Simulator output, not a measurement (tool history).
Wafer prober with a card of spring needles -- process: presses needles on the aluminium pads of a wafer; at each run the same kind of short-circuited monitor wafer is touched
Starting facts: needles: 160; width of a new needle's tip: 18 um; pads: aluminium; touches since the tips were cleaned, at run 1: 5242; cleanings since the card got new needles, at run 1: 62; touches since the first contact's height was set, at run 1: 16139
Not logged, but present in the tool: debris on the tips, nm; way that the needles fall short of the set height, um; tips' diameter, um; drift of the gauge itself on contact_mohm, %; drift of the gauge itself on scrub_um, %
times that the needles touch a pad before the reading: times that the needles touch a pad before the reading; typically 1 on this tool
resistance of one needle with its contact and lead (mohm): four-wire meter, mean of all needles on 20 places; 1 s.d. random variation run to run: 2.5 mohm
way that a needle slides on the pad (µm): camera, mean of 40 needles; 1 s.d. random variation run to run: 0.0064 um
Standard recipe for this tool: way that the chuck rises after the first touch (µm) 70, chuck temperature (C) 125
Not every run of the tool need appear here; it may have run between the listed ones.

| run | day | way that the chuck rises after the first touch (µm) | chuck temperature (C) | times that the needles touch a pad before the reading | touches since the tips were cleaned | cleanings since the card got new needles | touches since the first contact's height was set | resistance of one needle with its contact and lead (mohm) | way that a needle slides on the pad (µm) |
|---|---|---|---|---|---|---|---|---|---|
| 1 | 0 | 70 | 125 | 1 | 5242 | 62 | 16139 | 384 | 9.025 |
|  | 0.417 | tips cleaned on abrasive film |
|  | 1.4 | tips cleaned on abrasive film |
| 2 | 1.988 | 70 | 125 | 1 | 6204 | 64 | 37062 | 394 | 9.019 |
|  | 2.404 | tips cleaned on abrasive film |
|  | 3.438 | tips cleaned on abrasive film |
|  | 4.408 | tips cleaned on abrasive film |
| 3 | 4.596 | 62 | 125 | 1 | 1981 | 67 | 64499 | 353 | 7.958 |
|  | 5.421 | tips cleaned on abrasive film |
|  | 6.446 | tips cleaned on abrasive film |
|  | 7.479 | tips cleaned on abrasive film |
| 4 | 7.971 | 70 | 125 | 2 | 5202 | 70 | 100086 | 350 | 8.977 |
|  | 8.338 | tips cleaned on abrasive film |
|  | 9.279 | tips cleaned on abrasive film |
|  | 10.267 | tips cleaned on abrasive film |
|  | 11.096 | tips cleaned on abrasive film |
| 5 | 11.458 | 70 | 125 | 1 | 3842 | 74 | 136780 | 382 | 8.948 |
|  | 11.883 | height of the first contact set anew |
|  | 12.092 | tips cleaned on abrasive film |
|  | 13.038 | tips cleaned on abrasive film |
|  | 13.971 | tips cleaned on abrasive film |
| 6 | 13.971 | 70 | 125 | 1 | 0 | 77 | 21928 | 301 | 9.006 |
|  | 14.967 | tips cleaned on abrasive film |
|  | 15.962 | tips cleaned on abrasive film |
|  | 16.979 | tips cleaned on abrasive film |
|  | 17.842 | tips cleaned on abrasive film |
| 7 | 17.842 | 70 | 125 | 1 | 0 | 81 | 62711 | 305 | 8.995 |
|  | 18.829 | tips cleaned on abrasive film |
|  | 19.85 | tips cleaned on abrasive film |
|  | 20.779 | tips cleaned on abrasive film |
| 8 | 20.862 | 70 | 125 | 1 | 879 | 84 | 94524 | 327 | 8.967 |
|  | 21.625 | tips cleaned on abrasive film |
|  | 22.646 | tips cleaned on abrasive film |
|  | 23.475 | tips cleaned on abrasive film |
| 9 | 23.679 | 70 | 125 | 2 | 2134 | 87 | 124154 | 320 | 8.955 |
|  | 24.471 | tips cleaned on abrasive film |
|  | 25.279 | height of the first contact set anew |
| 10 | 25.279 | 70 | 125 | 2 | 8403 | 88 | 0 | 363 | 9.027 |
|  | 25.488 | tips cleaned on abrasive film |
|  | 26.317 | tips cleaned on abrasive film |
| 11 | 26.871 | 70 | 77 | 1 | 5861 | 90 | 16759 | 380 | 9.016 |
|  | 27.271 | tips cleaned on abrasive film |
|  | 28.304 | tips cleaned on abrasive film |
|  | 29.338 | tips cleaned on abrasive film |
| 12 | 29.833 | 70 | 77 | 3 | 5238 | 93 | 47957 | 315 | 8.995 |
|  | 30.25 | tips cleaned on abrasive film |
|  | 31.288 | tips cleaned on abrasive film |
| 13 | 31.842 | 89 | 78 | 1 | 5860 | 95 | 69076 | 349 | 11.438 |
|  | 32.246 | tips cleaned on abrasive film |
|  | 33.075 | tips cleaned on abrasive film |
|  | 34.004 | tips cleaned on abrasive film |
| 14 | 34.004 | 89 | 78 | 1 | 0 | 98 | 91816 | 277 | 11.417 |
|  | 35.008 | tips cleaned on abrasive film |
|  | 35.979 | tips cleaned on abrasive film |
| 15 | 36.004 | 89 | 78 | 1 | 249 | 100 | 112901 | 283 | 11.409 |
|  | 36.975 | tips cleaned on abrasive film |
|  | 37.938 | tips cleaned on abrasive film |
|  | 38.767 | tips cleaned on abrasive film |
|  | 38.779 | height of the first contact set anew |
| 16 | 39.325 | 89 | 78 | 1 | 5767 | 103 | 5767 | 344 | 11.481 |
|  | 39.7 | tips cleaned on abrasive film |
|  | 40.729 | tips cleaned on abrasive film |
|  | 41.671 | tips cleaned on abrasive film |
| 17 | 41.725 | 89 | 78 | 1 | 596 | 106 | 31035 | 293 | 11.471 |
|  | 42.542 | tips cleaned on abrasive film |
|  | 43.367 | tips cleaned on abrasive film |
|  | 44.196 | tips cleaned on abrasive film |
| 18 | 44.317 | 89 | 78 | 1 | 1282 | 109 | 58324 | 300 | 11.438 |
|  | 45.1 | tips cleaned on abrasive film |
|  | 45.929 | tips cleaned on abrasive film |
|  | 46.938 | tips cleaned on abrasive film |
| 19 | 47.621 | 67 | 125 | 2 | 7222 | 112 | 93134 | 371 | 8.589 |
|  | 47.796 | tips cleaned on abrasive film |
|  | 48.625 | tips cleaned on abrasive film |
|  | 49.646 | tips cleaned on abrasive film |
|  | 50.633 | tips cleaned on abrasive film |
| 20 | 51.067 | 64 | 49 | 1 | 4587 | 116 | 129378 | 384 | 8.182 |
|  | 51.483 | tips cleaned on abrasive film |
|  | 52.3 | height of the first contact set anew |
|  | 52.508 | tips cleaned on abrasive film |
|  | 53.338 | tips cleaned on abrasive film |
| 21 | 54.1 | 76 | 43 | 1 | 8050 | 119 | 18946 | 384 | 9.796 |

Run 22, settings as shown, results not yet in. Your forecast:
|  | 54.279 | tips cleaned on abrasive film |
|  | 55.108 | tips cleaned on abrasive film |
|  | 56.079 | tips cleaned on abrasive film |
| 22 | 56.675 | 76 | 43 | 1 | 6276 | 122 | 46038 | ? | ? |

{"run 22": {"resistance of one needle with its contact and lead (mohm)": 377, "way that a needle slides on the pad (µm)": 9.77}}
Were there no unlogged condition in the tool, this run, its random variation unchanged, would have produced resistance of one needle with its contact and lead (mohm) 266, way that a needle slides on the pad (µm) 9.798.
